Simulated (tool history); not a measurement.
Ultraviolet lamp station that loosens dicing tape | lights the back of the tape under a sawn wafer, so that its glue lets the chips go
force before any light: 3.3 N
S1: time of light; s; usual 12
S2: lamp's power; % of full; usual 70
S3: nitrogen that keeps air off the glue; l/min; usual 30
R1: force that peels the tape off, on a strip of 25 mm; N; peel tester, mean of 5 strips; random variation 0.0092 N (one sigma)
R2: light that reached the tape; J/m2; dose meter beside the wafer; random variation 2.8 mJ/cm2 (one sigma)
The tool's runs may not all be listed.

run   hour  S1  S2  S3     R1    R2
  1    0.0  12  70  30  0.471  3340
  2   23.9  12  70  30  0.482  3360
  3   43.2  12  70  30  0.489  3330
  4   55.8  12  70  30  0.479  3300
  5   85.9  12  70  30  0.488  3260
  6  106.6  12  70  30  0.490  3230
  7  133.8  12  70  25  0.551  3220
  8  146.3  12  70  30  0.512  3210
  9  164.4  12  70  38  0.445  3170
 10  178.3  12  70  30  0.501  3200
 11  205.9  12  88  30  0.367  3910
 12  230.7  12  88  30  0.372  3910
 13  243.9  12  70  12  0.897  3070
 14  270.4  12  70  12  0.842  3050
 15  282.7  12  70  12  0.874  3030
 16  300.8  14  70  30  0.433  3540
 17  320.5  14  70  30  0.425  3540
 18  344.5  12  70  30  0.542  2980
 19  359.5  12  70  30  0.561  2950
 20  387.3  12  70  30  0.551  2980
 21  400.8  12  70  30  0.566  2930
 22  428.8   8  70  22  1.114  1950
 23  458.4   8  70  22  1.062  1920
 24  472.5  12  61  40  0.587  2540

Forecast run 25:
 25  498.6   6  67  15   ?   ?

{"run 25": {"R1": 1.665, "R2": 1340}}
Without the tool's hidden state the same run would have given R1 1.339 N, R2 1800 J/m2.

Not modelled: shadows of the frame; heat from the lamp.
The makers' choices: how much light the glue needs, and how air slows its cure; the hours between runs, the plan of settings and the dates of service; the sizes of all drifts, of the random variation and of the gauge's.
